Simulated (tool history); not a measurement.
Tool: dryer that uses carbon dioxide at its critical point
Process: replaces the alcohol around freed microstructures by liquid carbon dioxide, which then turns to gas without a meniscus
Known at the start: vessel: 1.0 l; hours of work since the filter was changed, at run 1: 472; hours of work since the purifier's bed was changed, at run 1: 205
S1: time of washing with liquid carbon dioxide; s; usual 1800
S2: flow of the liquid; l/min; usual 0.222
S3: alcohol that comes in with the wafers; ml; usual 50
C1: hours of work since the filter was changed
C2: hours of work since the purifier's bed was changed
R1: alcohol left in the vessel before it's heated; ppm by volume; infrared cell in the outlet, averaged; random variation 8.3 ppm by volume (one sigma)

run     day    S1     S2  S3   C1   C2    R1
  1       0  1800  0.222  50  472  205   715
  2   1.138  1800  0.222  50  486  220   715
  3   2.108  1800  0.231  50  499  232   613
  4   2.671  1800  0.228  50  506  239   663
  5   3.683  1800  0.309  50  519  252   188
  6   4.608  1800  0.309  50  531  264   194
  7   5.604  1800  0.309  50  543  277   192
  8   6.154  1800  0.309  50  551  284   201
  9   7.221  1800  0.309  50  564  297   196
      7.817  -- inlet filter changed
 10   8.267  1800  0.309  50    6  310   155
 11   8.871  1800  0.309  50   13  318   156
 12   9.575  1800  0.222  50   23  327   552
 13  10.271  1800  0.222  50   31  336   566
 14  10.904  1800  0.222  50   39  344   557
 15  12.204  1800  0.222  50   56  361   561
 16  13.396  1800  0.222  50   71  376   573
 17  14.679  1200  0.222  50   88  392  2394
 18  15.917  1200  0.222  50  104  408  2349
 19  16.967  1200  0.222  50  117  422  2491
 20  18.071  1200  0.222  23  131  436  1206
 21  19.108  2880  0.222  50  145  449   158
 22   20.15  2880  0.222  50  158  462   163
 23  21.029  2880  0.222  82  169  474   187
 24  21.904  1800  0.222  50  180  485   645
 25  22.888  1800  0.222  50  193  497   670
 26  23.867  1800  0.147  50  205  510  2775
 27  24.946  1380  0.238  33  219  524   926
 28  25.588  1800  0.222  28  227  532   432
 29  26.633  1800  0.222  28  241  545   472
 30  27.638  1800   0.23  74  254  558   842
 31  28.329  2040  0.222  78  263  567   621
 32  29.208  2040  0.222  78  274  578   640
 33    30.5  2040  0.222  78  290  595   663
 34  31.208  2040  0.222  78  299  604   659
 35  31.829  2040  0.222  78  307  612   662
 36  33.112  1860  0.282  91  324  628   429
 37  33.908  2880  0.282  91  334  638   190
 38  35.029  2880  0.226  91  348  653   256
 39  35.667  1920  0.304  30  356  661   227
 40  36.762  1920  0.304  30  370  675   219
 41  38.046  1920   0.29  30  387  691   247
 42  39.117  2040  0.254  69  401  705   426
 43  40.021  2580  0.149  50  412  717  1032
 44    41.2  1680  0.222  50  427  732  1066
 45  42.179  1800  0.362  50  440  744   238
 46  43.088  1920   0.16  35  451  756  1504
 47  43.988  2040  0.162  50  463  767  1682
 48  45.104  2460   0.21  26  477  782   326

Hidden state or all else? Some run-to-run changes of R1, split into what the settings, what came in and random variation would give without the hidden state, and what is left for the hidden state (with any gauge scatter that isn't in both results):
The hidden state here: flow that reaches the vessel past the clogged filter, %; alcohol in the recycled carbon dioxide, ppm; drift of the gauge itself on alcohol_ppm, %.
Run 16 -> 17: S1 1800 -> 1200. R1 +1821 ppm by volume: hidden state +106, all else +1715.
Run 25 -> 26: S2 0.222 -> 0.147. R1 +2105 ppm by volume: hidden state +215, all else +1890.
Run 26 -> 27: S1 1800 -> 1380, S2 0.147 -> 0.238, S3 50 -> 33. R1 -1849 ppm by volume: hidden state -177, all else -1672.
Run 44 -> 45: S1 1680 -> 1800, S2 0.222 -> 0.362. R1 -828 ppm by volume: hidden state -235, all else -593.
Run 45 -> 46: S1 1800 -> 1920, S2 0.362 -> 0.16, S3 50 -> 35. R1 +1266 ppm by volume: hidden state +315, all else +951.
Run 47 -> 48: S1 2040 -> 2460, S2 0.162 -> 0.21, S3 50 -> 26. R1 -1356 ppm by volume: hidden state -354, all else -1002.
